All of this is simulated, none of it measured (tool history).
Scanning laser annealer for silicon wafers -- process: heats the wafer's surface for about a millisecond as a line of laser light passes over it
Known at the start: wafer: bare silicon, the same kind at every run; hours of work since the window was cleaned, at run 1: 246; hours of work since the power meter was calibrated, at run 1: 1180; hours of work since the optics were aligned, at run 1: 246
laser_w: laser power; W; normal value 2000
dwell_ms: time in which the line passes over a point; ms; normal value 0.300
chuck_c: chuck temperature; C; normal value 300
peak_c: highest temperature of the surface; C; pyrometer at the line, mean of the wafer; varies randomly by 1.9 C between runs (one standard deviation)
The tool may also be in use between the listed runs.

| run | day | laser_w | dwell_ms | chuck_c | hours of work since the window was cleaned | hours of work since the power meter was calibrated | hours of work since the optics were aligned | peak_c |
|---|---|---|---|---|---|---|---|---|
| 1 | 0.000 | 2000 | 0.300 | 300 | 246 | 1180 | 246 | 1092 |
| 2 | 2.583 | 2056 | 0.300 | 300 | 284 | 1218 | 284 | 1112 |
| 3 | 5.054 | 2056 | 0.300 | 300 | 321 | 1255 | 321 | 1110 |
| 4 | 7.142 | 2056 | 0.300 | 300 | 352 | 1286 | 352 | 1113 |
| 5 | 8.904 | 2056 | 0.300 | 300 | 378 | 1312 | 378 | 1108 |
| 6 | 11.479 | 2000 | 0.234 | 300 | 416 | 1350 | 416 | 973 |
| 7 | 13.667 | 2000 | 0.234 | 300 | 449 | 1383 | 449 | 970 |
| 8 | 15.296 | 2000 | 0.300 | 300 | 473 | 1407 | 473 | 1073 |
| 9 | 18.154 | 2000 | 0.300 | 300 | 515 | 1449 | 515 | 1071 |
| 10 | 20.783 | 2000 | 0.300 | 300 | 554 | 1488 | 554 | 1062 |
| 11 | 21.938 | 2000 | 0.300 | 269 | 571 | 1506 | 571 | 1036 |
|  | 22.929 | window over the wafer cleaned |
| 12 | 24.242 | 2000 | 0.300 | 269 | 19 | 1538 | 604 | 1064 |
| 13 | 25.596 | 2000 | 0.300 | 269 | 40 | 1559 | 624 | 1066 |
| 14 | 27.875 | 2000 | 0.213 | 300 | 73 | 1592 | 658 | 947 |
| 15 | 29.483 | 2000 | 0.300 | 303 | 97 | 1616 | 682 | 1092 |
| 16 | 30.938 | 2000 | 0.300 | 303 | 119 | 1638 | 704 | 1093 |
| 17 | 32.225 | 2000 | 0.300 | 283 | 138 | 1657 | 723 | 1072 |
| 18 | 33.600 | 2000 | 0.300 | 283 | 158 | 1677 | 743 | 1070 |
| 19 | 35.567 | 2000 | 0.300 | 283 | 187 | 1706 | 772 | 1065 |
|  | 37.333 | optics aligned, line set to its width |
| 20 | 38.546 | 2000 | 0.300 | 283 | 228 | 1748 | 18 | 1076 |
| 21 | 40.592 | 2000 | 0.300 | 283 | 259 | 1778 | 48 | 1074 |
| 22 | 43.012 | 2094 | 0.300 | 337 | 295 | 1814 | 84 | 1169 |
| 23 | 44.204 | 1789 | 0.218 | 300 | 312 | 1831 | 102 | 878 |
| 24 | 46.133 | 2036 | 0.270 | 287 | 341 | 1860 | 131 | 1040 |
| 25 | 48.883 | 1807 | 0.341 | 332 | 382 | 1901 | 171 | 1083 |
| 26 | 50.929 | 1807 | 0.296 | 330 | 412 | 1931 | 202 | 1024 |
| 27 | 53.588 | 2197 | 0.270 | 266 | 452 | 1971 | 241 | 1075 |
| 28 | 54.946 | 2000 | 0.348 | 298 | 472 | 1991 | 261 | 1140 |
| 29 | 57.675 | 1795 | 0.316 | 277 | 512 | 2031 | 302 | 985 |
| 30 | 59.629 | 1814 | 0.242 | 313 | 541 | 2060 | 331 | 921 |
| 31 | 61.450 | 1814 | 0.315 | 334 | 568 | 2087 | 358 | 1041 |
|  | 62.662 | window over the wafer cleaned |
| 32 | 63.412 | 2169 | 0.300 | 266 | 11 | 2115 | 386 | 1142 |
| 33 | 65.350 | 1734 | 0.300 | 334 | 40 | 2144 | 414 | 1013 |
| 34 | 66.842 | 2000 | 0.211 | 322 | 62 | 2166 | 436 | 967 |
| 35 | 68.079 | 1873 | 0.246 | 322 | 80 | 2184 | 455 | 979 |
| 36 | 70.158 | 1983 | 0.227 | 260 | 111 | 2215 | 486 | 925 |
| 37 | 72.942 | 2000 | 0.344 | 300 | 152 | 2256 | 527 | 1150 |
| 38 | 75.546 | 2178 | 0.245 | 300 | 191 | 2295 | 566 | 1063 |
| 39 | 76.754 | 2178 | 0.245 | 300 | 209 | 2313 | 583 | 1061 |
| 40 | 78.612 | 2000 | 0.360 | 300 | 237 | 2341 | 611 | 1165 |
| 41 | 79.804 | 2000 | 0.360 | 300 | 254 | 2358 | 629 | 1159 |

3 options for the next run, each taken on its own from the tool as it stands now. Forecast them:
| A | 81.167 | 2000 | 0.254 | 300 | 274 | 2378 | 649 | ? |
| B | 81.167 | 1909 | 0.262 | 316 | 274 | 2378 | 649 | ? |
| C | 81.167 | 2182 | 0.360 | 309 | 274 | 2378 | 649 | ? |

| run | peak_c |
|---|---|
| A | 1002 |
| B | 998 |
| C | 1259 |
Had the tool no hidden state, the same runs would have come out as:
| run | peak_c |
|---|---|
| A | 1047 |
| B | 1041 |
| C | 1320 |
